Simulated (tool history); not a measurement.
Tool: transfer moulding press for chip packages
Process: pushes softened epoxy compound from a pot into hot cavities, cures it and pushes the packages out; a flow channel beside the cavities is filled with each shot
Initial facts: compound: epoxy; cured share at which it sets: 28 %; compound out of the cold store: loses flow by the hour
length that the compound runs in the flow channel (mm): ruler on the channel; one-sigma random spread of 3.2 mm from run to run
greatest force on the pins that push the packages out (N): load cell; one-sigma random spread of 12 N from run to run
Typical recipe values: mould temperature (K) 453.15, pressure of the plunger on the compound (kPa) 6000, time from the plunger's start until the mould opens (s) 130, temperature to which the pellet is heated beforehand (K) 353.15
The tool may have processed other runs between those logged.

run    hour  mould temperature (K)  pressure of the plunger on the compound (kPa)  time from the plunger's start until the mould opens (s)  temperature to which the pellet is heated beforehand (K)  incoming compound's hours out of the cold store  length that the compound runs in the flow channel (mm)  greatest force on the pins that push the packages out (N)
  1       0                 453.15                                           6000                                                      130                                                    353.15                                             20.9                                                     602                                                        548
  2    57.8                 453.15                                           6000                                                      130                                                    353.15                                             31.5                                                     557                                                        539
       79.7  -- cavities cleaned with cleaning compound and waxed
  3   144.3                 453.15                                           4980                                                      130                                                    353.15                                             37.4                                                     485                                                        549
  4   185.6                 453.15                                           6000                                                      130                                                    350.15                                             42.7                                                     519                                                        532
      192.2  -- cavities cleaned with cleaning compound and waxed
  5   247.5                 453.15                                           6000                                                      130                                                    350.15                                             46.5                                                     499                                                        551
  6   297.7                 453.15                                           6000                                                      130                                                    350.15                                             28.7                                                     570                                                        549
      305.7  -- cavities cleaned with cleaning compound and waxed
  7   344.7                 453.15                                           6000                                                      130                                                    353.15                                             45.7                                                     505                                                        523
  8   401.4                 453.15                                           6000                                                      130                                                    353.15                                             31.4                                                     561                                                        535
        417  -- cavities cleaned with cleaning compound and waxed
  9   466.3                 453.15                                           6000                                                      130                                                    353.15                                             35.3                                                     544                                                        541
 10   517.1                 453.15                                           7450                                                      130                                                    353.15                                             16.4                                                     695                                                        560
      531.9  -- cavities cleaned with cleaning compound and waxed
        563  -- mould's thermocouples calibrated
 11   602.3                 453.15                                           7450                                                      130                                                    347.15                                             14.8                                                     706                                                        555
      645.8  -- cavities cleaned with cleaning compound and waxed
 12   697.5                 453.15                                           6000                                                      130                                                    353.15                                             21.3                                                     602                                                        563
      758.6  -- plunger's sealing rings changed
      760.1  -- cavities cleaned with cleaning compound and waxed
 13   793.6                 453.15                                           6000                                                      130                                                    353.15                                             46.3                                                     502                                                        523
      875.5  -- cavities cleaned with cleaning compound and waxed
 14     879                 453.15                                           6100                                                      130                                                    344.15                                             47.3                                                     498                                                        513
 15   924.2                 453.15                                           4650                                                      123                                                    353.15                                             17.9                                                     547                                                        621
 16   980.3                 453.15                                           6000                                                      154                                                    362.15                                             37.6                                                     531                                                        470
      988.4  -- cavities cleaned with cleaning compound and waxed
 17  1042.4                 454.15                                           6000                                                      130                                                    355.15                                             16.5                                                     618                                                        546
     1099.2  -- cavities cleaned with cleaning compound and waxed
 18  1102.9                 454.15                                           6000                                                      130                                                    355.15                                             31.8                                                     554                                                        520
     1161.3  -- mould's thermocouples calibrated
 19  1189.9                 453.15                                           6000                                                      150                                                    353.15                                             37.1                                                     531                                                        483
     1211.8  -- cavities cleaned with cleaning compound and waxed
 20  1276.8                 459.15                                           6480                                                      130                                                    353.15                                             17.7                                                     634                                                        472
     1321.3  -- cavities cleaned with cleaning compound and waxed
 21  1362.1                 459.15                                           6480                                                      130                                                    353.15                                             29.4                                                     580                                                        451
       1430  -- cavities cleaned with cleaning compound and waxed
 22  1430.8                 459.15                                           6480                                                      130                                                    353.15                                             10.4                                                     670                                                        468
 23  1493.5                 453.15                                           6840                                                      130                                                    353.15                                             27.2                                                     615                                                        549
     1540.2  -- cavities cleaned with cleaning compound and waxed
     1552.3  -- plunger's sealing rings changed
 24  1580.6                 453.15                                           6840                                                      130                                                    353.15                                              9.1                                                     705                                                        565
     1653.3  -- cavities cleaned with cleaning compound and waxed
 25  1653.3                 453.15                                           6840                                                      130                                                    353.15                                             30.6                                                     599                                                        539
 26  1739.5                 453.15                                           6840                                                      130                                                    352.15                                              9.5                                                     702                                                        578

3 options for the next run, each taken on its own from the tool as it stands now. Forecast them:
     1754.8  -- mould's thermocouples calibrated
     1769.2  -- cavities cleaned with cleaning compound and waxed
  A  1793.4                 453.15                                           6000                                                      130                                                    346.15                                             43.1                                                       ?                                                          ?
     1754.8  -- mould's thermocouples calibrated
     1769.2  -- cavities cleaned with cleaning compound and waxed
  B  1793.4                 453.15                                           6840                                                      156                                                    352.15                                             21.1                                                       ?                                                          ?
     1754.8  -- mould's thermocouples calibrated
     1769.2  -- cavities cleaned with cleaning compound and waxed
  C  1793.4                 460.15                                           7360                                                      130                                                    348.15                                               26                                                       ?                                                          ?

run  length that the compound runs in the flow channel (mm)  greatest force on the pins that push the packages out (N)
  A                                                     513                                                        541
  B                                                     644                                                        481
  C                                                     633                                                        465
What these runs would have given with no unlogged condition in the tool:
run  length that the compound runs in the flow channel (mm)  greatest force on the pins that push the packages out (N)
  A                                                     513                                                        538
  B                                                     644                                                        479
  C                                                     634                                                        463
